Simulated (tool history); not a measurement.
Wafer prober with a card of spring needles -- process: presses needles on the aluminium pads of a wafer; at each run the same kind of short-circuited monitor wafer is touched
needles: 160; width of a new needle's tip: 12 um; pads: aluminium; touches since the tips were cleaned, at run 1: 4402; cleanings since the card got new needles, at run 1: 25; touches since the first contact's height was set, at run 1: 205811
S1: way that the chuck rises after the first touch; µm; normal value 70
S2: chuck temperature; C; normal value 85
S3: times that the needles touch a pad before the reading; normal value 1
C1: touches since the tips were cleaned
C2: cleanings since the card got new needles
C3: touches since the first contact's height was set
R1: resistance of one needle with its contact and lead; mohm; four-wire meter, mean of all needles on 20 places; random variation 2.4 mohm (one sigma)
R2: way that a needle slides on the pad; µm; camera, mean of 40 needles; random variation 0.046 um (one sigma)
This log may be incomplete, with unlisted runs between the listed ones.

{"run": 1, "hour": 0.0, "S1": 70, "S2": 85, "S3": 1, "C1": 4402, "C2": 25, "C3": 205811, "R1": 276, "R2": 17.1}
{"hour": 5.8, "done": "tips cleaned on abrasive film"}
{"run": 2, "hour": 11.6, "S1": 70, "S2": 85, "S3": 1, "C1": 3147, "C2": 26, "C3": 211987, "R1": 273, "R2": 17.08}
{"hour": 19.8, "done": "tips cleaned on abrasive film"}
{"run": 3, "hour": 23.4, "S1": 70, "S2": 85, "S3": 1, "C1": 1935, "C2": 27, "C3": 218266, "R1": 268, "R2": 17.02}
{"hour": 32.6, "done": "tips cleaned on abrasive film"}
{"run": 4, "hour": 35.8, "S1": 70, "S2": 85, "S3": 1, "C1": 1718, "C2": 28, "C3": 224842, "R1": 269, "R2": 17.06}
{"hour": 38.0, "done": "height of the first contact set anew"}
{"hour": 45.5, "done": "tips cleaned on abrasive film"}
{"run": 5, "hour": 50.7, "S1": 70, "S2": 85, "S3": 1, "C1": 2786, "C2": 29, "C3": 6725, "R1": 275, "R2": 16.99}
{"hour": 58.3, "done": "tips cleaned on abrasive film"}
{"run": 6, "hour": 63.8, "S1": 70, "S2": 85, "S3": 2, "C1": 2961, "C2": 30, "C3": 13707, "R1": 273, "R2": 17.01}
{"hour": 71.2, "done": "tips cleaned on abrasive film"}
{"hour": 84.5, "done": "tips cleaned on abrasive film"}
{"run": 7, "hour": 84.5, "S1": 70, "S2": 85, "S3": 2, "C1": 0, "C2": 32, "C3": 24660, "R1": 271, "R2": 17.01}
{"hour": 98.0, "done": "tips cleaned on abrasive film"}
{"run": 8, "hour": 102.9, "S1": 70, "S2": 85, "S3": 1, "C1": 2626, "C2": 33, "C3": 34488, "R1": 274, "R2": 16.96}
{"hour": 110.9, "done": "tips cleaned on abrasive film"}
{"hour": 123.5, "done": "tips cleaned on abrasive film"}
{"run": 9, "hour": 127.6, "S1": 70, "S2": 85, "S3": 1, "C1": 2203, "C2": 35, "C3": 47630, "R1": 270, "R2": 16.96}
{"hour": 136.9, "done": "tips cleaned on abrasive film"}
{"run": 10, "hour": 148.4, "S1": 70, "S2": 85, "S3": 1, "C1": 6188, "C2": 36, "C3": 58717, "R1": 273, "R2": 16.88}
{"hour": 150.3, "done": "tips cleaned on abrasive film"}
{"hour": 163.7, "done": "tips cleaned on abrasive film"}
{"run": 11, "hour": 176.0, "S1": 70, "S2": 85, "S3": 1, "C1": 6563, "C2": 38, "C3": 73389, "R1": 276, "R2": 17.02}
{"hour": 178.5, "done": "tips cleaned on abrasive film"}
{"run": 12, "hour": 187.2, "S1": 70, "S2": 85, "S3": 1, "C1": 4665, "C2": 39, "C3": 79361, "R1": 277, "R2": 16.88}
{"hour": 193.1, "done": "tips cleaned on abrasive film"}
{"hour": 206.2, "done": "tips cleaned on abrasive film"}
{"run": 13, "hour": 214.6, "S1": 70, "S2": 45, "S3": 1, "C1": 4545, "C2": 41, "C3": 93943, "R1": 258, "R2": 16.8}
{"hour": 220.5, "done": "tips cleaned on abrasive film"}
{"hour": 234.1, "done": "tips cleaned on abrasive film"}
{"run": 14, "hour": 238.4, "S1": 70, "S2": 44, "S3": 1, "C1": 2278, "C2": 43, "C3": 106561, "R1": 263, "R2": 16.83}
{"hour": 246.9, "done": "tips cleaned on abrasive film"}
{"run": 15, "hour": 255.5, "S1": 70, "S2": 44, "S3": 1, "C1": 4634, "C2": 44, "C3": 115703, "R1": 262, "R2": 16.87}
{"hour": 260.4, "done": "tips cleaned on abrasive film"}
{"hour": 273.0, "done": "tips cleaned on abrasive film"}
{"run": 16, "hour": 274.5, "S1": 70, "S2": 44, "S3": 1, "C1": 808, "C2": 46, "C3": 125743, "R1": 263, "R2": 16.83}
{"hour": 285.6, "done": "tips cleaned on abrasive film"}
{"run": 17, "hour": 286.4, "S1": 70, "S2": 44, "S3": 1, "C1": 414, "C2": 47, "C3": 132065, "R1": 266, "R2": 16.76}
{"hour": 298.8, "done": "tips cleaned on abrasive film"}
{"run": 18, "hour": 305.1, "S1": 70, "S2": 44, "S3": 1, "C1": 3361, "C2": 48, "C3": 142026, "R1": 262, "R2": 16.82}
{"hour": 312.3, "done": "tips cleaned on abrasive film"}
{"hour": 325.0, "done": "tips cleaned on abrasive film"}
{"run": 19, "hour": 331.6, "S1": 50, "S2": 44, "S3": 1, "C1": 3494, "C2": 50, "C3": 156121, "R1": 268, "R2": 11.93}
{"hour": 337.9, "done": "tips cleaned on abrasive film"}
{"run": 20, "hour": 343.8, "S1": 62, "S2": 85, "S3": 2, "C1": 3167, "C2": 51, "C3": 162630, "R1": 274, "R2": 14.87}
{"hour": 351.7, "done": "tips cleaned on abrasive film"}
{"run": 21, "hour": 359.9, "S1": 76, "S2": 85, "S3": 1, "C1": 4391, "C2": 52, "C3": 171218, "R1": 274, "R2": 18.24}
{"hour": 365.3, "done": "tips cleaned on abrasive film"}
{"run": 22, "hour": 375.0, "S1": 76, "S2": 85, "S3": 1, "C1": 5156, "C2": 53, "C3": 179218, "R1": 274, "R2": 18.2}
{"hour": 378.3, "done": "tips cleaned on abrasive film"}
{"hour": 391.8, "done": "tips cleaned on abrasive film"}
{"run": 23, "hour": 398.8, "S1": 76, "S2": 85, "S3": 1, "C1": 3753, "C2": 55, "C3": 191899, "R1": 274, "R2": 18.1}
{"hour": 404.9, "done": "tips cleaned on abrasive film"}
{"hour": 417.2, "done": "gauge calibrated"}
{"hour": 419.3, "done": "tips cleaned on abrasive film"}
{"run": 24, "hour": 419.3, "S1": 56, "S2": 42, "S3": 1, "C1": 0, "C2": 57, "C3": 202756, "R1": 264, "R2": 13.71}
{"hour": 432.9, "done": "tips cleaned on abrasive film"}
{"run": 25, "hour": 436.9, "S1": 53, "S2": 27, "S3": 1, "C1": 2124, "C2": 58, "C3": 212135, "R1": 266, "R2": 12.91}
{"hour": 445.8, "done": "tips cleaned on abrasive film"}
{"run": 26, "hour": 453.0, "S1": 90, "S2": 37, "S3": 2, "C1": 3850, "C2": 59, "C3": 220736, "R1": 258, "R2": 22}
{"hour": 459.3, "done": "tips cleaned on abrasive film"}
{"hour": 463.6, "done": "height of the first contact set anew"}
{"run": 27, "hour": 468.6, "S1": 69, "S2": 45, "S3": 1, "C1": 4812, "C2": 60, "C3": 2673, "R1": 256, "R2": 16.91}
{"hour": 472.1, "done": "tips cleaned on abrasive film"}
{"run": 28, "hour": 484.1, "S1": 53, "S2": 98, "S3": 2, "C1": 6388, "C2": 61, "C3": 10922, "R1": 279, "R2": 12.94}
{"hour": 486.0, "done": "tips cleaned on abrasive film"}
{"run": 29, "hour": 496.6, "S1": 53, "S2": 98, "S3": 2, "C1": 5710, "C2": 62, "C3": 17611, "R1": 280, "R2": 12.93}
{"hour": 498.5, "done": "tips cleaned on abrasive film"}
{"run": 30, "hour": 510.8, "S1": 53, "S2": 98, "S3": 2, "C1": 6566, "C2": 63, "C3": 25136, "R1": 282, "R2": 12.89}
{"hour": 512.4, "done": "tips cleaned on abrasive film"}
{"hour": 527.0, "done": "tips cleaned on abrasive film"}
{"run": 31, "hour": 534.2, "S1": 53, "S2": 98, "S3": 2, "C1": 3849, "C2": 65, "C3": 37563, "R1": 281, "R2": 12.85}

Consider 5 possible next runs. They are alternatives, not a sequence: every one starts from the tool as it was left by run 31. What does each give?
{"hour": 539.8, "done": "tips cleaned on abrasive film"}
{"run": "A", "hour": 547.5, "S1": 53, "S2": 86, "S3": 3, "C1": 4123, "C2": 66, "C3": 44644, "R1": "?", "R2": "?"}
{"hour": 539.8, "done": "tips cleaned on abrasive film"}
{"run": "B", "hour": 547.5, "S1": 62, "S2": 85, "S3": 1, "C1": 4123, "C2": 66, "C3": 44644, "R1": "?", "R2": "?"}
{"hour": 539.8, "done": "tips cleaned on abrasive film"}
{"run": "C", "hour": 547.5, "S1": 53, "S2": 64, "S3": 2, "C1": 4123, "C2": 66, "C3": 44644, "R1": "?", "R2": "?"}
{"hour": 539.8, "done": "tips cleaned on abrasive film"}
{"run": "D", "hour": 547.5, "S1": 70, "S2": 48, "S3": 2, "C1": 4123, "C2": 66, "C3": 44644, "R1": "?", "R2": "?"}
{"hour": 539.8, "done": "tips cleaned on abrasive film"}
{"run": "E", "hour": 547.5, "S1": 64, "S2": 92, "S3": 1, "C1": 4123, "C2": 66, "C3": 44644, "R1": "?", "R2": "?"}

run=A R1=282 R2=12.81
run=B R1=278 R2=14.98
run=C R1=274 R2=12.86
run=D R1=259 R2=17
run=E R1=274 R2=15.52
With the hidden condition removed and each run's random variation left untouched, the same runs would have given:
run=A R1=282 R2=12.91
run=B R1=278 R2=15.1
run=C R1=274 R2=12.96
run=D R1=258 R2=17.14
run=E R1=274 R2=15.65

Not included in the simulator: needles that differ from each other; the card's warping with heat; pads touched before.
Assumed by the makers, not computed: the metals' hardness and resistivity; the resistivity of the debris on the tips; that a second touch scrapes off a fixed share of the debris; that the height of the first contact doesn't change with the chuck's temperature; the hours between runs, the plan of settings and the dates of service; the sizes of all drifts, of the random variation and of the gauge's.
